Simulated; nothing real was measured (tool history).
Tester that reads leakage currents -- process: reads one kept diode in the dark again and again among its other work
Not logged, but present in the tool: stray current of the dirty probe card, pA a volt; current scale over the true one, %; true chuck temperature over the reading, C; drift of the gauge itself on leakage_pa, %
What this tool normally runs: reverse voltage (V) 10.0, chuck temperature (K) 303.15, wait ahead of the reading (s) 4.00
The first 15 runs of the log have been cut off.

run	hour	reverse voltage (V)	chuck temperature (K)	wait ahead of the reading (s)	hours of work since the probe card was cleaned	hours of work since the tester was calibrated	hours of work since the chuck was calibrated	current that the tester gives (pA)
16	1002.2	10.0	312.15	4.00	904	1260	1165	290.81
17	1078.3	10.0	312.15	4.00	961	1317	1222	292.48
18	1126.3	10.0	312.15	4.00	997	1353	1258	292.41
19	1185.9	10.0	312.15	1.54	1042	1398	1303	294.26
20	1225.9	10.0	312.15	1.54	1071	1427	1333	291.87
21	1284.6	3.8	322.15	0.30	1115	1471	1377	472.83
22	1358.0	3.8	322.15	0.30	1170	1526	1431	471.38
23	1416.1	1.2	295.15	0.95	1214	1570	1475	28.38
24	1460.3	4.9	303.15	0.88	1247	1603	1508	101.41
25	1498.1	14.3	303.15	2.36	1275	1631	1536	151.21
26	1535.5	7.7	304.15	4.00	1303	1659	1564	130.65
# hour 1547.3: chuck's temperature calibrated
27	1603.9	10.0	317.15	1.37	1353	1709	42	446.36
28	1677.5	6.3	303.15	0.47	1408	1764	97	113.60
29	1727.9	12.0	303.15	4.00	1445	1801	135	142.21
30	1770.2	5.8	316.15	0.41	1477	1833	167	338.53
31	1828.4	1.5	295.15	1.08	1520	1876	210	30.72
32	1870.0	1.5	295.15	1.08	1552	1908	241	30.74
33	1934.5	1.4	315.15	3.05	1600	1956	290	179.67
34	1987.3	3.5	315.15	3.05	1639	1995	329	253.15
35	2063.0	10.0	299.15	0.44	1696	2052	386	97.28
36	2109.4	5.6	317.15	0.39	1731	2087	420	363.15
37	2167.2	10.0	299.15	7.25	1774	2130	464	91.44
38	2253.9	3.0	310.15	0.35	1839	2195	528	158.47
39	2291.8	11.5	308.15	4.00	1867	2223	557	217.82
40	2331.8	2.4	303.15	0.98	1897	2253	587	77.55

4 options for the next run, each taken on its own from the tool as it stands now. Forecast them:
A	2408.6	4.4	294.15	0.47	1954	2310	644	?
B	2408.6	2.4	324.15	0.40	1954	2310	644	?
C	2408.6	2.4	303.15	0.30	1954	2310	644	?
D	2408.6	6.1	302.15	3.44	1954	2310	644	?

run	current that the tester gives (pA)
A	44.28
B	461.57
C	79.28
D	99.95
Without the tool's hidden state the same runs would have given:
run	current that the tester gives (pA)
A	44.30
B	461.86
C	79.33
D	100.01

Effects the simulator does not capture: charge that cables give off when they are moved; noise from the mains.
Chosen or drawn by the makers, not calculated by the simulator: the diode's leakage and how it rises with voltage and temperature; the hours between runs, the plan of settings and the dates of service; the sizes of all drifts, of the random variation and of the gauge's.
